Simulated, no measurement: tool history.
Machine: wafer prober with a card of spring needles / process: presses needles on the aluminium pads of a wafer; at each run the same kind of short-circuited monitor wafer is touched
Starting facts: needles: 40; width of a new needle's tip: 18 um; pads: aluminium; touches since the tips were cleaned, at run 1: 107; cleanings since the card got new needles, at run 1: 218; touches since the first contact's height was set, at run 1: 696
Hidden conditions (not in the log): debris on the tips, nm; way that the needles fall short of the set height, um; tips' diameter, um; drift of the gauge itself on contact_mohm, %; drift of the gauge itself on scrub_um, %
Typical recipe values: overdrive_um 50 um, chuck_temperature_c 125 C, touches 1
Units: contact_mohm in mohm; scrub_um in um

run   hour  overdrive_um  chuck_temperature_c  touches  touches since the tips were cleaned  cleanings since the card got new needles  touches since the first contact's height was set  contact_mohm  scrub_um
  1      0            50                  125        1                                  107                                       218                                               696           226      9.36
       4.7  -- tips cleaned on abrasive film
       9.5  -- tips cleaned on abrasive film
      15.4  -- tips cleaned on abrasive film
      20.1  -- tips cleaned on abrasive film
      25.7  -- tips cleaned on abrasive film
  2   25.7            50                  125        1                                    0                                       223                                             13437           189       9.2
      31.6  -- tips cleaned on abrasive film
      36.3  -- tips cleaned on abrasive film
  3   40.5            50                  125        1                                 2126                                       225                                             20852           457      9.19
      41.8  -- tips cleaned on abrasive film
      47.7  -- tips cleaned on abrasive film
      52.4  -- tips cleaned on abrasive film
      57.2  -- tips cleaned on abrasive film
      63.1  -- tips cleaned on abrasive film
  4   63.5            50                  125        1                                  203                                       230                                             32222           234      9.15
      68.2  -- tips cleaned on abrasive film
      74.2  -- tips cleaned on abrasive film
      80.1  -- tips cleaned on abrasive film
        86  -- tips cleaned on abrasive film
      90.7  -- tips cleaned on abrasive film
      96.6  -- tips cleaned on abrasive film
  5   99.7            50                  125        1                                 1544                                       236                                             50220           437      9.08
     102.1  -- tips cleaned on abrasive film
     106.8  -- tips cleaned on abrasive film
     112.7  -- tips cleaned on abrasive film
  6  114.3            50                  125        1                                  804                                       239                                             57487           339      9.03
     117.9  -- tips cleaned on abrasive film
     123.8  -- tips cleaned on abrasive film
     129.7  -- tips cleaned on abrasive film
     135.6  -- tips cleaned on abrasive film
  7  138.8            50                  125        1                                 1578                                       243                                             69643           438      8.86
     141.2  -- tips cleaned on abrasive film
     145.9  -- tips cleaned on abrasive film
     151.8  -- tips cleaned on abrasive film
     156.6  -- tips cleaned on abrasive film
     161.5  -- tips cleaned on abrasive film
  8  161.5            50                  125        1                                    0                                       248                                             80888           191      8.66
     166.2  -- tips cleaned on abrasive film
     172.1  -- tips cleaned on abrasive film
     177.5  -- tips cleaned on abrasive film
  9  177.5            50                  125        1                                    0                                       251                                             88860           197      8.48
     183.4  -- tips cleaned on abrasive film
     189.3  -- tips cleaned on abrasive film
     194.1  -- tips cleaned on abrasive film
 10  198.6            50                  125        1                                 2278                                       254                                             99365           546      8.61
     199.9  -- tips cleaned on abrasive film
     205.8  -- tips cleaned on abrasive film
     210.5  -- tips cleaned on abrasive film
     216.4  -- tips cleaned on abrasive film
     222.3  -- tips cleaned on abrasive film
     228.2  -- tips cleaned on abrasive film
 11  230.1            50                  125        1                                  945                                       260                                            115002           416      8.51
     233.7  -- tips cleaned on abrasive film
     239.6  -- tips cleaned on abrasive film
     245.5  -- tips cleaned on abrasive film
 12  248.8            50                  125        1                                 1658                                       263                                            124300           507      8.39
     251.2  -- tips cleaned on abrasive film
     257.1  -- tips cleaned on abrasive film
       263  -- tips cleaned on abrasive film
     267.8  -- tips cleaned on abrasive film
 13  270.5            50                  109        1                                 1409                                       267                                            135112           458      8.32
       273  -- tips cleaned on abrasive film
     277.7  -- tips cleaned on abrasive film
     282.5  -- tips cleaned on abrasive film
     288.4  -- tips cleaned on abrasive film
 14  289.1            67                   28        1                                  370                                       271                                            144298           247     11.31
     293.8  -- tips cleaned on abrasive film
     295.3  -- height of the first contact set anew
     298.9  -- tips cleaned on abrasive film
     304.8  -- tips cleaned on abrasive film
 15  306.3            50                  113        1                                  750                                       274                                              5451           320      9.17
     309.9  -- tips cleaned on abrasive film
     315.8  -- tips cleaned on abrasive film
     321.7  -- tips cleaned on abrasive film
     326.4  -- tips cleaned on abrasive film
 16  330.8            68                   72        2                                 2196                                       278                                             17638           272     12.86
       332  -- tips cleaned on abrasive film
     337.9  -- tips cleaned on abrasive film
     342.7  -- tips cleaned on abrasive film
 17  345.7            68                   72        2                                 1510                                       281                                             25025           255      12.4
     348.1  -- tips cleaned on abrasive film
     352.8  -- tips cleaned on abrasive film
     358.7  -- tips cleaned on abrasive film
     363.5  -- tips cleaned on abrasive film
     368.2  -- tips cleaned on abrasive film
       373  -- tips cleaned on abrasive film
     378.9  -- tips cleaned on abrasive film
 18  380.2            36                  125        3                                  671                                       288                                             42149           324       6.2
     383.8  -- tips cleaned on abrasive film
     389.7  -- tips cleaned on abrasive film
     395.2  -- tips cleaned on abrasive film
 19  395.2            36                  125        3                                    0                                       291                                             49580           216      6.48
     401.1  -- tips cleaned on abrasive film
       407  -- tips cleaned on abrasive film
     412.9  -- tips cleaned on abrasive film
     417.6  -- tips cleaned on abrasive film
     423.6  -- tips cleaned on abrasive film
     429.5  -- tips cleaned on abrasive film
 20  431.1            36                  125        3                                  809                                       297                                             67431           344      6.29
     434.6  -- tips cleaned on abrasive film
     440.6  -- tips cleaned on abrasive film
     445.3  -- tips cleaned on abrasive film
     451.2  -- tips cleaned on abrasive film
     455.9  -- tips cleaned on abrasive film
     461.9  -- tips cleaned on abrasive film
 21  465.3            50                   85        1                                 1753                                       303                                             84464           536      8.77
     467.7  -- tips cleaned on abrasive film
     473.6  -- tips cleaned on abrasive film
     478.4  -- tips cleaned on abrasive film
     484.3  -- tips cleaned on abrasive film
     490.2  -- tips cleaned on abrasive film
     495.7  -- tips cleaned on abrasive film
 22  495.7            39                  123        1                                    0                                       309                                             99557           244      6.61
     500.5  -- tips cleaned on abrasive film
     506.4  -- tips cleaned on abrasive film
     511.1  -- tips cleaned on abrasive film
 23  511.9            50                   49        3                                  394                                       312                                            107590           221      8.68
     516.7  -- tips cleaned on abrasive film
     521.4  -- tips cleaned on abrasive film
     527.3  -- tips cleaned on abrasive film
     533.2  -- tips cleaned on abrasive film
     538.8  -- tips cleaned on abrasive film
 24  538.8            61                   34        2                                    0                                       317                                            120958           178     10.79

For some of the steps in contact_mohm from one run to the next: how much would appear even if the tool had no hidden state, given the settings, what came in and random variation, and how much remains for the hidden state plus any gauge scatter that the measured result and the result without hidden state don't share?
Run 9 -> 10: tips cleaned on abrasive film, tips cleaned on abrasive film, tips cleaned on abrasive film. contact_mohm +349 mohm: hidden state +352, all else -3.
Run 21 -> 22: overdrive_um 50 -> 39, chuck_temperature_c 85 -> 123, tips cleaned on abrasive film, tips cleaned on abrasive film, tips cleaned on abrasive film, tips cleaned on abrasive film, tips cleaned on abrasive film, tips cleaned on abrasive film. contact_mohm -292 mohm: hidden state -305, all else +13.

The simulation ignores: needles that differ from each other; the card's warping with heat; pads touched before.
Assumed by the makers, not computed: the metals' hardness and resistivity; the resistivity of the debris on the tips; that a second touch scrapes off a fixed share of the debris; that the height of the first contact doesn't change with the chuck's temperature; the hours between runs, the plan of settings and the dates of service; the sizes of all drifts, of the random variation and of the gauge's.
